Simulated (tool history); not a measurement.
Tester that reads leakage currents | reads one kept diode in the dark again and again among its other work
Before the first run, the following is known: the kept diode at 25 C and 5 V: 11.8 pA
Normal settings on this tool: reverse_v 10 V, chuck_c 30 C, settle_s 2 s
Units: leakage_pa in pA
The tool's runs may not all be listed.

run   hour  reverse_v  chuck_c  settle_s  leakage_pa
  1      0         10       30         2       37.85
  2   18.6         10       30         2       38.13
  3   46.9         10       30      7.36       37.66
  4   70.2         10       30      7.36        38.1
  5   98.6         10       30      7.36        38.2
  6  123.6         10       30      7.36       38.19
  7  139.3         10       30      7.36       38.24
  8  162.4         10       30      7.36       38.47
  9  185.7         10       34         2       49.41
 10  207.6         10       35         2       52.63
 11  222.3         10       35         2       52.63
 12  242.7         10       30      9.04       38.69
 13    267         10       30      9.04       38.77
 14  280.2         10       30      9.04       38.81
 15  309.8         10       35         2        52.8
 16  328.4         10       35         2        52.9
 17  346.7         10       30         2       39.07
 18  378.5         10       30         2       39.16
 19  398.8         10       30         2       39.41
 20  430.3         10       30         2       39.55
 21  447.3         10       54         2      187.68
 22  461.5         10       35      2.87       53.26
 23  481.2         10       35      2.87       53.21
 24  500.8        7.3       30      5.65       31.33
 25  518.9         10       34       0.5       51.16
 26  547.5        1.7       43      8.49       28.77
 27  563.4          4       38      3.57        35.1
 28  587.8       10.8       30      5.73       41.89
 29  618.3       10.8       40      5.73       76.82
 30    634        2.5       30      0.48       15.22
 31    649        1.4       30         2       10.13
 32  677.1         10       47      0.37      117.94
 33  706.1         10       47      0.37      118.95
 34  719.1         10       47      0.37      117.59
 35  749.1         10       47      0.37      117.98
 36  765.2        4.2       42      8.54       47.88
 37  795.3          2       30         2       12.97

Predict each of these 4 candidate next runs independently; none follows another, all start after run 37:
  A  808.5          2       30         2           ?
  B  808.5        1.8       23      4.47           ?
  C  808.5         10       29      3.01           ?
  D  808.5          2       21      8.64           ?

run  leakage_pa
  A       13.05
  B        7.82
  C       38.49
  D        7.37
With the hidden condition removed and each run's random variation left untouched, the same runs would have given:
run  leakage_pa
  A        10.7
  B        5.53
  C        25.5
  D        4.78
